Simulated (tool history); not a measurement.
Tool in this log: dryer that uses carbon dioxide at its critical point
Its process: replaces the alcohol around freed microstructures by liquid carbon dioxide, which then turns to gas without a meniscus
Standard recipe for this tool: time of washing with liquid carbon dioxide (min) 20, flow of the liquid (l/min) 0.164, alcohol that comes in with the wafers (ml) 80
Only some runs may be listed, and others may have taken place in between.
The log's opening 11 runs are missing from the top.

run	hour	time of washing with liquid carbon dioxide (min)	flow of the liquid (l/min)	alcohol that comes in with the wafers (ml)	alcohol left in the vessel before it's heated (ppm by volume)
12	531.5	20	0.164	80	1937
13	559.5	20	0.164	80	2011
14	603.7	20	0.164	80	2018
15	645.3	20	0.164	80	2061
16	674.8	20	0.164	80	2113
17	702.1	20	0.164	80	2143
18	738.0	20	0.164	80	2172
19	768.0	18	0.164	65	2690
20	822.8	18	0.164	65	2781
21	879.5	24	0.164	82	1044
22	920.8	28	0.164	80	531
23	969.3	13	0.106	80	26864
24	994.4	22	0.233	89	358
25	1049.7	13	0.233	89	3579
26	1109.4	21	0.109	46	5042
27	1163.0	21	0.109	46	5230
28	1212.1	21	0.109	46	5466
29	1256.7	20	0.164	53	1857
30	1293.5	20	0.164	53	1878
31	1347.0	15	0.164	70	6763
32	1389.9	20	0.241	117	721
33	1416.8	15	0.104	97	29107
34	1450.0	15	0.228	103	3161
35	1495.8	15	0.208	103	4668

Consider 4 possible next runs. They are alternatives, not a sequence: every one starts from the tool as it was left by run 35. What does each give?
A	1545.5	17	0.136	33	?
B	1545.5	24	0.208	103	?
C	1545.5	16	0.277	81	?
D	1545.5	15	0.208	21	?

run	alcohol left in the vessel before it's heated (ppm by volume)
A	4225
B	631
C	872
D	1102
With no hidden state in the tool, these same runs would have given:
run	alcohol left in the vessel before it's heated (ppm by volume)
A	2595
B	185
C	303
D	517
